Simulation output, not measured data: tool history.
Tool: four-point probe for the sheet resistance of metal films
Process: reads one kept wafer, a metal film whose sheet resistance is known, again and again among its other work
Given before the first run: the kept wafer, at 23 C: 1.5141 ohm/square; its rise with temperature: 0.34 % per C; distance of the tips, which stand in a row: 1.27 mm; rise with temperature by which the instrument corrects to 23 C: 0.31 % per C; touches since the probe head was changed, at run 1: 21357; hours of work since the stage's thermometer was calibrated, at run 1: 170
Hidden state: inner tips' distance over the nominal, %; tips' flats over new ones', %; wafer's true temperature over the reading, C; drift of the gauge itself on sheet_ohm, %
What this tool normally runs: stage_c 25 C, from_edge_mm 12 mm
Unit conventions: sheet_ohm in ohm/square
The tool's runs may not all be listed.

run	hour	stage_c	from_edge_mm	touches since the probe head was changed	hours of work since the stage's thermometer was calibrated	sheet_ohm
1	0.0	25	12	21357	170	1.524131
2	120.2	25	12	24233	254	1.524600
3	222.2	25	12	26673	324	1.524978
4	306.2	25	12	28682	383	1.525473
5	436.3	25	12	31794	473	1.525577
6	496.1	25	12	33224	515	1.525784
7	604.8	34	12	35826	590	1.529631
8	695.1	31	12	37985	653	1.528714
9	808.5	31	12	40700	732	1.529341
10	939.8	30	12	43840	823	1.528164
11	1048.3	31	16	46436	898	1.525516
12	1111.2	25	3	47940	942	1.650142
13	1220.6	29	45	50557	1018	1.520526
14	1288.4	29	45	52178	1065	1.520277
15	1363.3	21	4	53972	1117	1.593452
16	1480.6	33	6	56777	1198	1.557625
17	1616.0	33	6	60017	1292	1.558147
18	1689.5	23	4	61776	1343	1.595868
19	1823.3	23	4	64976	1436	1.595325

Here are 3 independent what-if runs from the current tool condition. What would each one return?
A	1909.2	30	14	67030	1496	?
B	1909.2	22	13	67030	1496	?
C	1909.2	26	12	67030	1496	?

run	sheet_ohm
A	1.528389
B	1.525541
C	1.528536
With the hidden condition removed and each run's random variation left untouched, the same runs would have given:
run	sheet_ohm
A	1.524447
B	1.521682
C	1.524632
